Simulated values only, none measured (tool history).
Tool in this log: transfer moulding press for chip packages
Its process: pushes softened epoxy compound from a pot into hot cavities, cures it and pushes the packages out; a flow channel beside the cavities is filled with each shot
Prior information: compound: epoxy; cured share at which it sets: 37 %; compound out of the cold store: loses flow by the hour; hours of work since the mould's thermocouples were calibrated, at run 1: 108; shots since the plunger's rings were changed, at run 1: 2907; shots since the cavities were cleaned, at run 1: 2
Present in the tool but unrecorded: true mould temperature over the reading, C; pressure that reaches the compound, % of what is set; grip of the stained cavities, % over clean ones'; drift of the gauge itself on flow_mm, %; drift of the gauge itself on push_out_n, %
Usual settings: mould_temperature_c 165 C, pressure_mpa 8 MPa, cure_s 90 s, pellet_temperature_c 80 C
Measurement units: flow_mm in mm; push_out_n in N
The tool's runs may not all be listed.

run   hour  mould_temperature_c  pressure_mpa  cure_s  pellet_temperature_c  hours of work since the mould's thermocouples were calibrated  shots since the plunger's rings were changed  shots since the cavities were cleaned  incoming compound's hours out of the cold store  flow_mm  push_out_n
  1      0                  165             8      90                    80                                                            108                                          2907                                      2                                             47.8      761         416
  2   26.4                  165             8      90                    80                                                            121                                          3147                                    242                                             13.1      932         719
  3   42.9                  165             8      90                    80                                                            130                                          3297                                    392                                             47.6      766         705
      56.5  -- cavities cleaned with cleaning compound and waxed
  4     64                  160             8      90                    80                                                            140                                          3476                                     68                                             24.4      885         798
  5   89.5                  160             8      90                    80                                                            153                                          3708                                    300                                             42.2      802         980
  6  106.7                  160             8      90                    80                                                            162                                          3865                                    457                                             28.7      862        1159
     111.9  -- cavities cleaned with cleaning compound and waxed
  7  123.2                  160             8      90                    80                                                            169                                          4002                                    103                                             33.3      833         774
  8  134.4                  160             8     106                    80                                                            175                                          4104                                    205                                             39.4      803         634
  9  153.2                  165             8     107                    80                                                            185                                          4274                                    375                                             34.9      810         549
       168  -- cavities cleaned with cleaning compound and waxed
 10  178.2                  165             8     107                    80                                                            197                                          4489                                     93                                             45.4      754         384
 11  194.1                  165             8     107                    80                                                            205                                          4633                                    237                                             34.1      796         512
 12  220.6                  165             8     107                    80                                                            218                                          4875                                    479                                              9.6      916         629
     224.4  -- cavities cleaned with cleaning compound and waxed
 13    238                  165             8     107                    80                                                            226                                          5020                                    125                                             29.7      811         441
 14  262.4                  165             8     107                    80                                                            239                                          5242                                    347                                             30.5      804         548
     279.6  -- cavities cleaned with cleaning compound and waxed
 15  289.2                  165             8     107                    80                                                            252                                          5472                                     88                                             37.8      777         387
 16  310.9                  165             8     107                    80                                                            263                                          5670                                    286                                             12.2      883         529
     334.7  -- cavities cleaned with cleaning compound and waxed
 17  338.9                  165           9.4      90                    80                                                            277                                          5911                                     38                                             10.8      967         526
 18  365.7                  165           6.2     113                    80                                                            290                                          6155                                    282                                             22.1      729         495
 19  382.9                  169          7.16     112                    82                                                            299                                          6312                                    439                                             36.7      703         496
     391.1  -- cavities cleaned with cleaning compound and waxed
 20  411.6                  165          8.82      90                    80                                                            313                                          6559                                    187                                             19.3      880         640
     433.3  -- plunger's sealing rings changed
 21    437                  165          8.82      90                    80                                                            325                                            33                                    396                                             23.1      976         769
     449.7  -- cavities cleaned with cleaning compound and waxed
 22  462.1                  165          7.23      97                    88                                                            337                                           248                                    113                                             47.8      760         439
 23  479.2                  160          8.65      71                    89                                                            346                                           403                                    268                                             14.2     1033        1664
 24  500.6                  162             8      90                    76                                                            357                                           598                                    463                                             13.6      975        1099
     505.7  -- cavities cleaned with cleaning compound and waxed
 25  521.4                  162             8      90                    76                                                            367                                           774                                    143                                             18.4      956         797
 26  535.9                  165          9.69      79                    80                                                            374                                           907                                    276                                             21.4     1004        1017
 27  550.3                  173          6.85      85                    82                                                            381                                          1037                                    406                                             28.1      785         558

Consider 4 possible next runs. They are alternatives, not a sequence: every one starts from the tool as it was left by run 27. What does each give?
     561.9  -- cavities cleaned with cleaning compound and waxed
  A  574.2                  161             8      90                    80                                                            393                                          1242                                    112                                               48        ?           ?
     561.9  -- cavities cleaned with cleaning compound and waxed
  B  574.2                  157             8      95                    88                                                            393                                          1242                                    112                                             12.9        ?           ?
     561.9  -- cavities cleaned with cleaning compound and waxed
  C  574.2                  165          7.82      90                    89                                                            393                                          1242                                    112                                             23.5        ?           ?
     561.9  -- cavities cleaned with cleaning compound and waxed
  D  574.2                  173          6.85      98                    82                                                            393                                          1242                                    112                                              8.6        ?           ?

run  flow_mm  push_out_n
  A      796         731
  B      998        1028
  C      885         581
  D      869         368
The same runs, with their run-to-run variation unchanged, on a tool lacking any hidden condition would have given:
run  flow_mm  push_out_n
  A      815         545
  B     1020         768
  C      906         434
  D      890         288

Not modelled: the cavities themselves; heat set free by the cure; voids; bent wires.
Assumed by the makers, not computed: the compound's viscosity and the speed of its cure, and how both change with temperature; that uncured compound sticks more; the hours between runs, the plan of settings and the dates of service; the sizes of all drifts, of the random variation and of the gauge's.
